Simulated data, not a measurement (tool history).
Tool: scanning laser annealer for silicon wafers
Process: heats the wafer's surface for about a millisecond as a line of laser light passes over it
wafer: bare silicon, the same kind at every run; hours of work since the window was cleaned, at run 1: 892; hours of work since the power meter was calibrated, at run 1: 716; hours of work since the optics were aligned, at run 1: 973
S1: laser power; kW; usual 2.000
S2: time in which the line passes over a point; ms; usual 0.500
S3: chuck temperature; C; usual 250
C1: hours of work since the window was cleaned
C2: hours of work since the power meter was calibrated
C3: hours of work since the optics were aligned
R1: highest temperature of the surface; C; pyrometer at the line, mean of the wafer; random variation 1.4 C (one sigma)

Run 1, hour 0.0: usual settings; C1 892; C2 716; C3 973. Result: R1 1084 C.
Run 2, hour 31.1: usual settings but S3 223 C; C1 911; C2 736; C3 992. Result: R1 1054 C.
At hour 61.7: window over the wafer cleaned.
Run 3, hour 73.6: usual settings but S3 223 C; C1 7; C2 761; C3 1018. Result: R1 1056 C.
Run 4, hour 116.2: usual settings but S2 0.430 ms; C1 34; C2 788; C3 1044. Result: R1 1026 C.
Run 5, hour 146.8: usual settings but S1 2.033 kW, S2 0.430 ms; C1 53; C2 807; C3 1063. Result: R1 1039 C.
Run 6, hour 169.0: usual settings but S1 2.033 kW, S2 0.430 ms; C1 67; C2 821; C3 1077. Result: R1 1040 C.
Run 7, hour 201.0: usual settings but S1 2.033 kW, S2 0.430 ms; C1 87; C2 841; C3 1097. Result: R1 1038 C.
Run 8, hour 221.3: usual settings but S1 2.033 kW, S2 0.430 ms; C1 100; C2 853; C3 1110. Result: R1 1035 C.
Run 9, hour 264.3: usual settings but S1 1.929 kW, S2 0.360 ms, S3 239 C; C1 127; C2 880; C3 1137. Result: R1 928 C.
Run 10, hour 300.1: usual settings but S1 1.861 kW, S2 0.414 ms, S3 253 C; C1 149; C2 903; C3 1159. Result: R1 963 C.
Run 11, hour 342.3: usual settings but S1 2.044 kW, S2 0.619 ms, S3 282 C; C1 176; C2 929; C3 1186. Result: R1 1222 C.
Run 12, hour 359.9: usual settings but S1 2.044 kW, S2 0.619 ms, S3 282 C; C1 187; C2 940; C3 1197. Result: R1 1227 C.
Run 13, hour 382.6: usual settings but S3 242 C; C1 201; C2 954; C3 1211. Result: R1 1078 C.

How the hidden state differs across the entries between the runs, from the last listed run before each to the first after it:
Between runs 2 and 3: window over the wafer cleaned (hour 61.7)
  light that passes the window, % of a clean one's: 99.76 -> 100
